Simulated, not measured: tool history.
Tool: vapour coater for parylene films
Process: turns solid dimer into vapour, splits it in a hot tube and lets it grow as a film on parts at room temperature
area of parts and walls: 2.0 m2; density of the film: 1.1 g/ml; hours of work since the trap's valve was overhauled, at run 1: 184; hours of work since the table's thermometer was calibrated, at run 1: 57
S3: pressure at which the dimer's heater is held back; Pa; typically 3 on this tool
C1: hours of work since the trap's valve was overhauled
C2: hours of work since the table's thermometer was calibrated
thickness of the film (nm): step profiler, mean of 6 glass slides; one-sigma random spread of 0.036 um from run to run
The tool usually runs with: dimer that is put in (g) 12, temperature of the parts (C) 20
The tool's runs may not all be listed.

Run 1, hour 0: usual settings; C1 184; C2 57. Result: thickness of the film (nm) 3630.
Run 2, hour 16.8: usual settings but S3 2.87 Pa; C1 196; C2 69. Result: thickness of the film (nm) 3580.
Run 3, hour 46.2: usual settings but S3 2.87 Pa; C1 217; C2 89. Result: thickness of the film (nm) 3610.
Run 4, hour 63.1: usual settings but S3 2.87 Pa; C1 229; C2 101. Result: thickness of the film (nm) 3580.
Run 5, hour 93.3: usual settings; C1 250; C2 123. Result: thickness of the film (nm) 3510.
Run 6, hour 112: usual settings; C1 264; C2 136. Result: thickness of the film (nm) 3480.
Run 7, hour 140.7: usual settings but temperature of the parts (C) 22; C1 284; C2 156. Result: thickness of the film (nm) 3150.
Run 8, hour 161.3: usual settings but temperature of the parts (C) 22; C1 298; C2 171. Result: thickness of the film (nm) 3210.
Run 9, hour 182.7: usual settings but temperature of the parts (C) 14; C1 314; C2 186. Result: thickness of the film (nm) 4570.
At hour 188.2: trap's valve overhauled.
Run 10, hour 219.8: usual settings but temperature of the parts (C) 14; C1 22; C2 209. Result: thickness of the film (nm) 4460.
Run 11, hour 241.5: usual settings but temperature of the parts (C) 14; C1 38; C2 225. Result: thickness of the film (nm) 4550.
Run 12, hour 272.4: usual settings but temperature of the parts (C) 14; C1 60; C2 247. Result: thickness of the film (nm) 4430.
Run 13, hour 294.9: usual settings but dimer that is put in (g) 14, temperature of the parts (C) 21, S3 2.77 Pa; C1 75; C2 263. Result: thickness of the film (nm) 3750.
At hour 307.8: trap's valve overhauled, once more.
Run 14, hour 315.2: usual settings but dimer that is put in (g) 6, temperature of the parts (C) 16, S3 2.77 Pa; C1 5; C2 274. Result: thickness of the film (nm) 2230.
Run 15, hour 346.1: usual settings but temperature of the parts (C) 24; C1 27; C2 296. Result: thickness of the film (nm) 3040.
Run 16, hour 370.8: usual settings but temperature of the parts (C) 24; C1 45; C2 313. Result: thickness of the film (nm) 2980.
Run 17, hour 398: usual settings but dimer that is put in (g) 16, temperature of the parts (C) 24, S3 2.71 Pa; C1 64; C2 333. Result: thickness of the film (nm) 4130.
Run 18, hour 420.6: usual settings but dimer that is put in (g) 16, temperature of the parts (C) 24, S3 2.71 Pa; C1 80; C2 349. Result: thickness of the film (nm) 4130.
Run 19, hour 441.8: usual settings but dimer that is put in (g) 16, temperature of the parts (C) 24, S3 2.71 Pa; C1 95; C2 364. Result: thickness of the film (nm) 4070.
Run 20, hour 465.6: usual settings but dimer that is put in (g) 10, temperature of the parts (C) 25, S3 4.49 Pa; C1 112; C2 380. Result: thickness of the film (nm) 2160.
Run 21, hour 480: usual settings but dimer that is put in (g) 10, temperature of the parts (C) 25, S3 4.49 Pa; C1 122; C2 391. Result: thickness of the film (nm) 2170.

Run 22 has not been measured yet. What should we expect?
Run 22, hour 503.2: usual settings but dimer that is put in (g) 16, temperature of the parts (C) 25, S3 2.19 Pa; C1 138; C2 407. Result: thickness of the film (nm) ?.

{"run 22": {"thickness of the film (nm)": 4050}}
With no hidden state in the tool, this same run would have given thickness of the film (nm) 4260.

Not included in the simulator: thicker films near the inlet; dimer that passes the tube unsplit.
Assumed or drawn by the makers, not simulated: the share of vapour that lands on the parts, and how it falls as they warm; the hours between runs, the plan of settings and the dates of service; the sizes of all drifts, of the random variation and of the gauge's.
